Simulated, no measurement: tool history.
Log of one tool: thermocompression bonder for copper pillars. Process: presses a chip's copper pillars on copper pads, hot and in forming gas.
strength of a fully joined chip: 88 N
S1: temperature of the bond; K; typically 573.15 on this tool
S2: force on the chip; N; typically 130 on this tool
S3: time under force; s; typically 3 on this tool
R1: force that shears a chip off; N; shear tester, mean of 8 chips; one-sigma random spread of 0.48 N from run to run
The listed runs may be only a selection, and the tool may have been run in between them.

| run | hour | S1 | S2 | S3 | R1 |
|---|---|---|---|---|---|
| 1 | 0.0 | 573.15 | 130 | 3 | 36.6 |
| 2 | 21.6 | 573.15 | 130 | 3 | 37.4 |
| 3 | 51.6 | 573.15 | 195 | 3 | 54.8 |
| 4 | 72.2 | 573.15 | 195 | 3 | 53.7 |
| 5 | 88.0 | 588.15 | 130 | 3 | 43.1 |
| 6 | 103.6 | 573.15 | 130 | 3 | 36.1 |
| 7 | 126.9 | 573.15 | 130 | 3 | 35.2 |
| 8 | 144.6 | 573.15 | 130 | 3 | 35.8 |
| 9 | 174.5 | 573.15 | 189 | 3 | 51.4 |
| 10 | 192.1 | 573.15 | 189 | 3 | 49.7 |
| 11 | 218.5 | 584.15 | 130 | 3 | 42.6 |
| 12 | 235.7 | 573.15 | 130 | 3 | 37.5 |
| 13 | 265.9 | 573.15 | 130 | 3 | 37.7 |
| 14 | 292.1 | 573.15 | 130 | 7 | 50.1 |
| 15 | 319.9 | 573.15 | 130 | 2 | 31.2 |
| 16 | 348.0 | 573.15 | 130 | 2 | 31.1 |
| 17 | 368.8 | 573.15 | 130 | 2 | 34.3 |
| 18 | 400.2 | 573.15 | 130 | 3 | 40.2 |
| 19 | 432.6 | 596.15 | 130 | 3 | 50.4 |
| 20 | 454.6 | 596.15 | 130 | 5 | 58.9 |
| 21 | 473.6 | 596.15 | 130 | 5 | 59.5 |
| 22 | 490.9 | 596.15 | 130 | 5 | 57.7 |
| 23 | 521.5 | 596.15 | 130 | 5 | 58.0 |
| 24 | 539.5 | 565.15 | 90 | 3 | 23.3 |
| 25 | 571.5 | 603.15 | 148 | 2 | 52.0 |
| 26 | 586.5 | 561.15 | 189 | 3 | 47.4 |
| 27 | 608.6 | 546.15 | 88 | 3 | 17.6 |
| 28 | 631.2 | 583.15 | 147 | 3 | 47.6 |
| 29 | 662.7 | 594.15 | 129 | 7 | 60.1 |
| 30 | 686.9 | 594.15 | 129 | 7 | 60.0 |
| 31 | 702.9 | 544.15 | 115 | 3 | 23.0 |
| 32 | 722.5 | 572.15 | 107 | 2 | 26.3 |
| 33 | 753.2 | 591.15 | 130 | 2 | 41.8 |
| 34 | 775.0 | 570.15 | 130 | 4 | 42.8 |
| 35 | 792.3 | 570.15 | 130 | 4 | 42.7 |
| 36 | 807.9 | 570.15 | 130 | 4 | 42.4 |
| 37 | 829.1 | 579.15 | 130 | 3 | 42.1 |
| 38 | 859.9 | 559.15 | 109 | 3 | 26.4 |
| 39 | 891.3 | 546.15 | 178 | 5 | 45.7 |

Put back what was entered between runs (3 entries, withheld): which listed runs does each sit between, and how does the hidden state differ from the listed run before to the listed run after?
Run 10 -> run 11: forming gas filter changed (hour 203.9)
  true temperature of the bond over the reading, C: -8.1 -> -8.3; force that reaches the chip, % of what is set: 98.5 -> 98.4; oxide that the forming gas leaves, % of the face: 6.44 -> 0.69
  difference, measured minus the result without the unlogged condition, R1: -8.1 -> -4.8 N
Run 16 -> run 17: heater calibrated with a thermocouple chip (hour 357.0)
  true temperature of the bond over the reading, C: -9 -> 0; oxide that the forming gas leaves, % of the face: 2.29 -> 2.52
  difference, measured minus the result without the unlogged condition, R1: -5.1 -> -1.5 N
Run 30 -> run 31: forming gas filter changed (hour 702.9)
  true temperature of the bond over the reading, C: -1.8 -> -1.9; oxide that the forming gas leaves, % of the face: 6.55 -> 0.64
  difference, measured minus the result without the unlogged condition, R1: -5.9 -> -1.5 N

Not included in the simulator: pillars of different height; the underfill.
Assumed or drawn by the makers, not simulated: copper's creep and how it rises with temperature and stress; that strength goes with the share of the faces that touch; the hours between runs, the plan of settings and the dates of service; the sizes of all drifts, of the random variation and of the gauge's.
